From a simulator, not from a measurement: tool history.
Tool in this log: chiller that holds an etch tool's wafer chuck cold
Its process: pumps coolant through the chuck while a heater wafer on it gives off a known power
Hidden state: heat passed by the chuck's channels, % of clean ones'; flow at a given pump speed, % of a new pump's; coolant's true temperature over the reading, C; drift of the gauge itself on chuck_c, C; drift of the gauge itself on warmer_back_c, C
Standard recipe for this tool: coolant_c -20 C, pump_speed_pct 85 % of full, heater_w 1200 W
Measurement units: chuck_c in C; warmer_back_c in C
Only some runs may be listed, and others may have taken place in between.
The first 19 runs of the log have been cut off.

run    hour  coolant_c  pump_speed_pct  heater_w  hours since the coolant was changed and the channels were flushed  hours since the pump was overhauled  hours since the chiller's thermometer was calibrated  chuck_c  warmer_back_c
 20  1062.2        -10              91      1280                                                               3722                                 4091                                                  2608      1.6           4.23
 21  1113.3        -10              91      1280                                                               3773                                 4142                                                  2659      1.6           4.28
     1164.2  -- chiller's thermometer calibrated
 22  1200.9        -20              99       938                                                               3860                                 4229                                                    37    -11.9            2.9
 23  1255.3        -20              94      1174                                                               3914                                 4283                                                    91     -9.5           3.82
 24  1320.7        -20              94      1174                                                               3980                                 4348                                                   156     -9.5           3.89
 25  1375.8        -18              85      1113                                                               4035                                 4403                                                   212     -7.4           4.08
 26  1450.5        -18              85      1113                                                               4110                                 4478                                                   286     -7.4           4.09
     1498.3  -- gauge calibrated
 27  1521.6        -21              94      1628                                                               4181                                 4549                                                   357     -6.6           4.88
 28  1596.2        -20              86       808                                                               4255                                 4624                                                   432    -12.4           2.69

Run 29 is up next; what results do you expect?
 29  1632.6        -13              89       787                                                               4292                                 4660                                                   468        ?              ?

chuck_c: -5.8 C
warmer_back_c: 2.52 C
Had the tool carried no hidden state, the very same run would have given chuck_c -5.8 C, warmer_back_c 2.48 C.
